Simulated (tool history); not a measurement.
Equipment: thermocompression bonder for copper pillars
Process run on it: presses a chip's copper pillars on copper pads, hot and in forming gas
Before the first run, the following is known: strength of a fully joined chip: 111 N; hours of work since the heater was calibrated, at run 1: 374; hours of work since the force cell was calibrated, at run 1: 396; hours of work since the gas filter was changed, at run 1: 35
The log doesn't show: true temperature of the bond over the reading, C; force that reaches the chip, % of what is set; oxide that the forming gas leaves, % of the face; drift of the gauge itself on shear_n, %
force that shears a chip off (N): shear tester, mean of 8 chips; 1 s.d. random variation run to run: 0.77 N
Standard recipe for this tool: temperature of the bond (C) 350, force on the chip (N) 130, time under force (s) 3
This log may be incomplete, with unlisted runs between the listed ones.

run,hour,temperature of the bond (C),force on the chip (N),time under force (s),hours of work since the heater was calibrated,hours of work since the force cell was calibrated,hours of work since the gas filter was changed,force that shears a chip off (N)
1,0.0,350,130,3,374,396,35,57.0
2,15.7,350,130,3,386,408,48,55.5
3,34.9,350,130,3,401,422,62,55.0
4,50.6,350,169,3,413,434,74,70.3
5,70.7,350,169,3,429,450,90,70.0
6,80.6,350,130,3,436,457,97,54.8
# hour 87.3: forming gas filter changed
7,94.6,357,130,3,446,468,6,60.6
8,109.3,357,130,3,458,479,17,59.9
9,125.6,350,130,3,470,492,29,55.4
10,143.9,350,130,8,484,506,43,74.4
11,159.1,350,130,8,496,517,55,73.5
12,172.2,350,130,8,506,527,65,73.5
13,184.0,364,130,3,515,536,74,61.0
14,197.7,364,130,3,526,547,85,62.5
15,213.5,350,130,3,538,559,97,53.6
# hour 221.8: forming gas filter changed
16,230.3,350,130,3,550,572,6,56.2
17,240.9,350,130,3,558,580,15,54.8
18,258.2,337,130,3,572,593,28,46.9
19,268.2,337,130,3,579,601,36,48.0
20,286.2,350,130,3,593,614,49,54.7
21,296.6,375,90,8,601,622,57,66.4
22,316.3,329,171,2,616,638,72,49.0
23,334.0,351,130,2,630,651,86,46.3
24,344.9,351,130,2,638,659,94,46.1
# hour 355.2: forming gas filter changed
25,355.8,359,95,4,646,667,0,48.8
26,364.2,334,120,3,652,674,7,42.9
27,376.9,334,120,3,662,684,17,42.5
28,393.6,334,90,8,675,696,29,44.5
29,405.9,334,90,8,684,706,39,43.3
30,417.8,350,165,5,694,715,48,76.9
31,426.9,325,141,3,701,722,55,46.5
32,443.5,355,154,3,713,735,68,65.4
33,456.7,355,154,3,724,745,78,65.2
34,468.9,354,154,2,733,754,87,56.9
35,484.8,354,154,2,745,766,99,56.9
# hour 489.7: forming gas filter changed
36,495.0,332,130,2,753,774,4,37.0
37,507.5,350,136,5,762,783,14,66.5
38,519.6,350,136,5,771,793,23,66.9
39,537.2,350,136,5,785,806,36,66.0
40,554.7,370,136,5,798,820,50,76.2

4 options for the next run, each taken on its own from the tool as it stands now. Forecast them:
A,573.4,375,130,4,813,834,64,?
B,573.4,370,169,5,813,834,64,?
C,573.4,350,174,3,813,834,64,?
D,573.4,370,136,2,813,834,64,?

run,force that shears a chip off (N)
A,72.1
B,88.1
C,69.1
D,57.4
Stripped of hidden state, with their random variation kept, the same runs would have yielded:
run,force that shears a chip off (N)
A,78.4
B,94.0
C,75.9
D,63.3
